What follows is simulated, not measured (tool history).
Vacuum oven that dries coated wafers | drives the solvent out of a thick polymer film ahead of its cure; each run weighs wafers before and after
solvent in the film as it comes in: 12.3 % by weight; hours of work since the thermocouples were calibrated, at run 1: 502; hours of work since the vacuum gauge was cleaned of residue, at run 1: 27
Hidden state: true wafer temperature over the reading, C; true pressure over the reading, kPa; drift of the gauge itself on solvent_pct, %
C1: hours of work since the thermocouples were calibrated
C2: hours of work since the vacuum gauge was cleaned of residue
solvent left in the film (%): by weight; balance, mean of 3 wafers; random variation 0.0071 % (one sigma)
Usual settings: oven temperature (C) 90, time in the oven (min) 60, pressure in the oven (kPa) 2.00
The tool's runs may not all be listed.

{"run": 1, "hour": 0.0, "oven temperature (C)": 90, "time in the oven (min)": 60, "pressure in the oven (kPa)": 2.0, "C1": 502, "C2": 27, "solvent left in the film (%)": 2.035}
{"run": 2, "hour": 35.6, "oven temperature (C)": 90, "time in the oven (min)": 60, "pressure in the oven (kPa)": 2.0, "C1": 522, "C2": 47, "solvent left in the film (%)": 2.044}
{"run": 3, "hour": 59.6, "oven temperature (C)": 90, "time in the oven (min)": 60, "pressure in the oven (kPa)": 2.0, "C1": 535, "C2": 60, "solvent left in the film (%)": 2.051}
{"run": 4, "hour": 94.4, "oven temperature (C)": 90, "time in the oven (min)": 60, "pressure in the oven (kPa)": 2.0, "C1": 554, "C2": 79, "solvent left in the film (%)": 2.051}
{"run": 5, "hour": 116.0, "oven temperature (C)": 90, "time in the oven (min)": 60, "pressure in the oven (kPa)": 2.0, "C1": 566, "C2": 91, "solvent left in the film (%)": 2.045}
{"run": 6, "hour": 151.1, "oven temperature (C)": 90, "time in the oven (min)": 60, "pressure in the oven (kPa)": 2.0, "C1": 585, "C2": 110, "solvent left in the film (%)": 2.031}
{"run": 7, "hour": 188.2, "oven temperature (C)": 90, "time in the oven (min)": 60, "pressure in the oven (kPa)": 2.0, "C1": 606, "C2": 131, "solvent left in the film (%)": 2.029}
{"run": 8, "hour": 217.7, "oven temperature (C)": 90, "time in the oven (min)": 60, "pressure in the oven (kPa)": 2.0, "C1": 622, "C2": 147, "solvent left in the film (%)": 2.031}
{"hour": 225.6, "done": "oven's thermocouples calibrated"}
{"run": 9, "hour": 244.0, "oven temperature (C)": 90, "time in the oven (min)": 60, "pressure in the oven (kPa)": 2.0, "C1": 10, "C2": 161, "solvent left in the film (%)": 2.175}
{"run": 10, "hour": 278.3, "oven temperature (C)": 76, "time in the oven (min)": 60, "pressure in the oven (kPa)": 2.0, "C1": 29, "C2": 180, "solvent left in the film (%)": 5.029}
{"run": 11, "hour": 299.8, "oven temperature (C)": 76, "time in the oven (min)": 60, "pressure in the oven (kPa)": 2.0, "C1": 41, "C2": 192, "solvent left in the film (%)": 5.034}
{"run": 12, "hour": 327.2, "oven temperature (C)": 90, "time in the oven (min)": 60, "pressure in the oven (kPa)": 2.0, "C1": 56, "C2": 207, "solvent left in the film (%)": 2.167}
{"run": 13, "hour": 353.0, "oven temperature (C)": 90, "time in the oven (min)": 60, "pressure in the oven (kPa)": 2.0, "C1": 70, "C2": 221, "solvent left in the film (%)": 2.158}
{"run": 14, "hour": 381.6, "oven temperature (C)": 80, "time in the oven (min)": 53, "pressure in the oven (kPa)": 1.55, "C1": 86, "C2": 237, "solvent left in the film (%)": 4.2}
{"run": 15, "hour": 418.5, "oven temperature (C)": 80, "time in the oven (min)": 53, "pressure in the oven (kPa)": 1.55, "C1": 107, "C2": 257, "solvent left in the film (%)": 4.201}
{"run": 16, "hour": 445.2, "oven temperature (C)": 81, "time in the oven (min)": 39, "pressure in the oven (kPa)": 6.12, "C1": 121, "C2": 272, "solvent left in the film (%)": 7.468}
{"run": 17, "hour": 483.3, "oven temperature (C)": 81, "time in the oven (min)": 39, "pressure in the oven (kPa)": 6.12, "C1": 142, "C2": 293, "solvent left in the film (%)": 7.468}
{"run": 18, "hour": 509.2, "oven temperature (C)": 95, "time in the oven (min)": 51, "pressure in the oven (kPa)": 4.86, "C1": 157, "C2": 307, "solvent left in the film (%)": 3.033}
{"run": 19, "hour": 534.6, "oven temperature (C)": 95, "time in the oven (min)": 51, "pressure in the oven (kPa)": 4.86, "C1": 171, "C2": 321, "solvent left in the film (%)": 3.036}
{"run": 20, "hour": 557.6, "oven temperature (C)": 95, "time in the oven (min)": 51, "pressure in the oven (kPa)": 4.86, "C1": 183, "C2": 334, "solvent left in the film (%)": 3.03}
{"run": 21, "hour": 584.2, "oven temperature (C)": 95, "time in the oven (min)": 51, "pressure in the oven (kPa)": 4.86, "C1": 198, "C2": 349, "solvent left in the film (%)": 3.023}
{"run": 22, "hour": 610.5, "oven temperature (C)": 95, "time in the oven (min)": 51, "pressure in the oven (kPa)": 4.86, "C1": 213, "C2": 363, "solvent left in the film (%)": 3.024}
{"run": 23, "hour": 646.0, "oven temperature (C)": 83, "time in the oven (min)": 56, "pressure in the oven (kPa)": 7.75, "C1": 232, "C2": 383, "solvent left in the film (%)": 7.113}
{"run": 24, "hour": 669.0, "oven temperature (C)": 83, "time in the oven (min)": 106, "pressure in the oven (kPa)": 3.6, "C1": 245, "C2": 396, "solvent left in the film (%)": 3.248}
{"run": 25, "hour": 692.7, "oven temperature (C)": 84, "time in the oven (min)": 31, "pressure in the oven (kPa)": 3.73, "C1": 258, "C2": 409, "solvent left in the film (%)": 6.093}
{"run": 26, "hour": 715.7, "oven temperature (C)": 98, "time in the oven (min)": 60, "pressure in the oven (kPa)": 6.62, "C1": 271, "C2": 421, "solvent left in the film (%)": 3.099}

3 ways to go on from here, each from the tool as it stands after run 26. What would each give?
{"run": "A", "hour": 748.9, "oven temperature (C)": 98, "time in the oven (min)": 60, "pressure in the oven (kPa)": 2.98, "C1": 289, "C2": 440, "solvent left in the film (%)": "?"}
{"run": "B", "hour": 748.9, "oven temperature (C)": 90, "time in the oven (min)": 60, "pressure in the oven (kPa)": 2.34, "C1": 289, "C2": 440, "solvent left in the film (%)": "?"}
{"run": "C", "hour": 748.9, "oven temperature (C)": 90, "time in the oven (min)": 53, "pressure in the oven (kPa)": 6.78, "C1": 289, "C2": 440, "solvent left in the film (%)": "?"}

run=A solvent_left_in_the_film_(%)=1.589
run=B solvent_left_in_the_film_(%)=2.325
run=C solvent_left_in_the_film_(%)=4.860
Without the tool's hidden state the same runs would have given:
run=A solvent_left_in_the_film_(%)=1.547
run=B solvent_left_in_the_film_(%)=2.265
run=C solvent_left_in_the_film_(%)=4.787

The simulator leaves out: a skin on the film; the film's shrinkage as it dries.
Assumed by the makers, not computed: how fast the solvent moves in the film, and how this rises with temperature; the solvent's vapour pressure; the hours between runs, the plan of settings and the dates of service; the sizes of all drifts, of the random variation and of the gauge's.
